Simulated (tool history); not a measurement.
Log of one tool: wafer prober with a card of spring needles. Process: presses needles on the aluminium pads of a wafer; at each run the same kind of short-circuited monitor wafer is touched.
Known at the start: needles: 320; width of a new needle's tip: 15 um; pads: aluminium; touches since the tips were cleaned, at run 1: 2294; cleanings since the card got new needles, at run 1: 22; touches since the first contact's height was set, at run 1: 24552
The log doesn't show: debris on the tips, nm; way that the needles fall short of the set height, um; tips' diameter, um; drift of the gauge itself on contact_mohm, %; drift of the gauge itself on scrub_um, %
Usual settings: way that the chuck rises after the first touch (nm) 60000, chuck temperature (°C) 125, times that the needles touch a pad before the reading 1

| run | day | way that the chuck rises after the first touch (nm) | chuck temperature (°C) | times that the needles touch a pad before the reading | touches since the tips were cleaned | cleanings since the card got new needles | touches since the first contact's height was set | resistance of one needle with its contact and lead (mohm) | way that a needle slides on the pad (nm) |
|---|---|---|---|---|---|---|---|---|---|
| 1 | 0 | 60000 | 125 | 1 | 2294 | 22 | 24552 | 360 | 7880 |
|  | 0.325 | tips cleaned on abrasive film |
| 2 | 0.583 | 60000 | 125 | 1 | 1063 | 23 | 26935 | 320 | 7860 |
| 3 | 0.933 | 60000 | 125 | 1 | 2505 | 23 | 28377 | 364 | 7830 |
|  | 1.208 | tips cleaned on abrasive film |
| 4 | 1.7 | 60000 | 125 | 1 | 2029 | 24 | 31524 | 344 | 7860 |
|  | 2.1 | tips cleaned on abrasive film |
| 5 | 2.546 | 60000 | 125 | 1 | 1842 | 25 | 34998 | 345 | 7800 |
|  | 2.983 | tips cleaned on abrasive film |
| 6 | 3.083 | 60000 | 125 | 1 | 410 | 26 | 37199 | 291 | 7820 |
| 7 | 3.454 | 60000 | 125 | 1 | 1945 | 26 | 38734 | 343 | 7820 |
|  | 3.875 | tips cleaned on abrasive film |
| 8 | 4.079 | 60000 | 125 | 1 | 841 | 27 | 41283 | 308 | 7780 |
| 9 | 4.533 | 60000 | 125 | 3 | 2712 | 27 | 43154 | 301 | 7800 |
|  | 4.796 | tips cleaned on abrasive film |
| 10 | 5.35 | 72000 | 61 | 3 | 2290 | 28 | 46516 | 262 | 9370 |
|  | 5.667 | tips cleaned on abrasive film |
| 11 | 6.175 | 60000 | 125 | 2 | 2093 | 29 | 49888 | 321 | 7740 |
|  | 6.546 | tips cleaned on abrasive film |
| 12 | 6.546 | 60000 | 125 | 2 | 0 | 30 | 51404 | 269 | 7740 |
| 13 | 7.383 | 60000 | 125 | 1 | 3460 | 30 | 54864 | 405 | 7770 |

Forecast run 14:
|  | 7.442 | tips cleaned on abrasive film |
| 14 | 8.092 | 49000 | 87 | 1 | 2672 | 31 | 57759 | ? | ? |

Run 14 gave resistance of one needle with its contact and lead (mohm) 453, way that a needle slides on the pad (nm) 6300.
Without the tool's hidden state the same run would have given resistance of one needle with its contact and lead (mohm) 250, way that a needle slides on the pad (nm) 6540.
